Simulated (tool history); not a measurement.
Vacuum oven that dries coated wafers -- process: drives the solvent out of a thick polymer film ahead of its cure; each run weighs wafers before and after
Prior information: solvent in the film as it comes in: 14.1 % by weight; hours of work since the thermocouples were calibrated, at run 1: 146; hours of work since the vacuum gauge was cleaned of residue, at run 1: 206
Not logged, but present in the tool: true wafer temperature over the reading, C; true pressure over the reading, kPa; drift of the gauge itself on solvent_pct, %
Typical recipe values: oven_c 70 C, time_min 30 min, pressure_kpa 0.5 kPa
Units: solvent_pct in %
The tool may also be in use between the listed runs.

| run | hour | oven_c | time_min | pressure_kpa | hours of work since the thermocouples were calibrated | hours of work since the vacuum gauge was cleaned of residue | solvent_pct |
|---|---|---|---|---|---|---|---|
| 1 | 0 | 70 | 30 | 0.5 | 146 | 206 | 1.16 |
| 2 | 68 | 73 | 30 | 0.5 | 182 | 241 | 0.7 |
| 3 | 137.3 | 81 | 30 | 0.5 | 218 | 278 | 0.26 |
| 4 | 170.4 | 81 | 30 | 0.5 | 235 | 295 | 0.33 |
| 5 | 218.8 | 70 | 30 | 0.5 | 260 | 320 | 1.03 |
| 6 | 292.2 | 70 | 30 | 0.803 | 299 | 359 | 1.43 |
| 7 | 364.3 | 70 | 30 | 0.803 | 336 | 396 | 1.35 |
| 8 | 396.4 | 70 | 30 | 0.803 | 353 | 413 | 1.36 |
| 9 | 471 | 70 | 23 | 0.5 | 392 | 452 | 1.86 |
| 10 | 542.1 | 70 | 30 | 0.712 | 429 | 489 | 1.35 |
| 11 | 607.2 | 82 | 26 | 0.712 | 463 | 523 | 0.47 |
| 12 | 672.8 | 70 | 30 | 1.746 | 498 | 558 | 2.05 |
| 13 | 751.7 | 70 | 15 | 0.5 | 539 | 599 | 3.29 |
| 14 | 785.3 | 81 | 18 | 1.986 | 556 | 616 | 1.4 |
| 15 | 828.8 | 81 | 18 | 1.986 | 579 | 639 | 1.42 |
| 16 | 906.2 | 78 | 18 | 0.403 | 620 | 680 | 0.89 |
| 17 | 940.9 | 64 | 50 | 0.4 | 638 | 698 | 1.01 |
| 18 | 1011.4 | 64 | 50 | 0.4 | 675 | 735 | 0.98 |

Forecast each of these 5 alternatives for the next run:
| A | 1046 | 57 | 50 | 0.272 | 693 | 753 | ? |
| B | 1046 | 81 | 52 | 0.927 | 693 | 753 | ? |
| C | 1046 | 62 | 30 | 0.642 | 693 | 753 | ? |
| D | 1046 | 70 | 51 | 0.5 | 693 | 753 | ? |
| E | 1046 | 78 | 32 | 0.4 | 693 | 753 | ? |

| run | solvent_pct |
|---|---|
| A | 2.16 |
| B | 0.52 |
| C | 3.06 |
| D | 0.49 |
| E | 0.34 |
What these runs would have given with no unlogged condition in the tool:
| run | solvent_pct |
|---|---|
| A | 2.15 |
| B | 0.52 |
| C | 3.05 |
| D | 0.49 |
| E | 0.34 |
